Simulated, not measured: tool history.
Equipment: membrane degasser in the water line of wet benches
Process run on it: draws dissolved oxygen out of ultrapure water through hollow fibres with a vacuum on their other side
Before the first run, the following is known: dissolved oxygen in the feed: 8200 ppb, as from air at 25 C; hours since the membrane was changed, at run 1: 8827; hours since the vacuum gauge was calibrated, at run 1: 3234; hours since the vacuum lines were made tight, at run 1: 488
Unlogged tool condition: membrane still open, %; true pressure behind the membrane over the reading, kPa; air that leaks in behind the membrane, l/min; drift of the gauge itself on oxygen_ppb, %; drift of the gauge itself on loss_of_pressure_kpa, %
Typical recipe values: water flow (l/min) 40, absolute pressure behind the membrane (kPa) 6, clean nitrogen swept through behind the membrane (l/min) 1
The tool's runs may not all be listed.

run	hour	water flow (l/min)	absolute pressure behind the membrane (kPa)	clean nitrogen swept through behind the membrane (l/min)	hours since the membrane was changed	hours since the vacuum gauge was calibrated	hours since the vacuum lines were made tight	dissolved oxygen in the water behind the degasser (ppb)	pressure that the water loses in the fibres (kPa)
1	0	40	6	1	8827	3234	488	289.4	28.25
2	224.6	40	6	1	9052	3459	712	290.9	28.34
3	473.2	40	6	1	9300	3707	961	296.1	28.57
4	774.2	40	6	1.01	9601	4008	1262	293.5	28.64
5	905.7	40	4.82	1.01	9733	4140	1393	204.1	28.56
# hour 1153.4: vacuum gauge calibrated
6	1166.8	40	4.82	1.01	9993	13	1654	189.2	28.4
7	1363.1	40	3.83	1	10190	210	1850	114.4	28.52
8	1570.9	40	3.83	1	10397	417	2058	115.8	28.52
9	1770.4	40	3.83	1	10597	617	2258	118	28.58
10	2036.2	40	3.83	1	10863	883	2523	118.8	28.7
11	2285.1	40	3.83	1	11112	1132	2772	122.5	28.66
12	2504.7	26	6.93	1.63	11331	1351	2992	169.5	18.82
13	2764.8	26	6.93	1.63	11591	1611	3252	168.9	18.46
14	2990.4	26	6.93	1.63	11817	1837	3478	172.8	18.85
15	3214.9	26	8.19	1.51	12041	2061	3702	233	18.65
# hour 3491.7: seals of the vacuum lines changed
16	3532.6	26	8.19	1.51	12357	2377	41	227.6	18.71
17	3756.9	57	5.65	1	12581	2601	265	375.8	41.53
# hour 3901.5: membrane cartridge changed
18	3976	59	5.65	1	74	2817	480	361.3	40.34

5 ways to go on from here, each from the tool as it stands after run 18. What would each give?
A	4185.6	59	4.23	2.33	284	3026	690	?	?
B	4185.6	33	5.08	1	284	3026	690	?	?
C	4185.6	59	8.52	1	284	3026	690	?	?
D	4185.6	40	6	2.33	284	3026	690	?	?
E	4185.6	37	3.71	1.47	284	3026	690	?	?

run	dissolved oxygen in the water behind the degasser (ppb)	pressure that the water loses in the fibres (kPa)
A	158	40.11
B	179.2	22.2
C	644.6	40.29
D	163.2	27.6
E	83.2	25.37
Take away the tool's hidden state, keep each run's random variation, and the runs would have read:
run	dissolved oxygen in the water behind the degasser (ppb)	pressure that the water loses in the fibres (kPa)
A	145.4	40.07
B	164	22.17
C	622.9	40.24
D	154.5	27.57
E	71.1	25.34
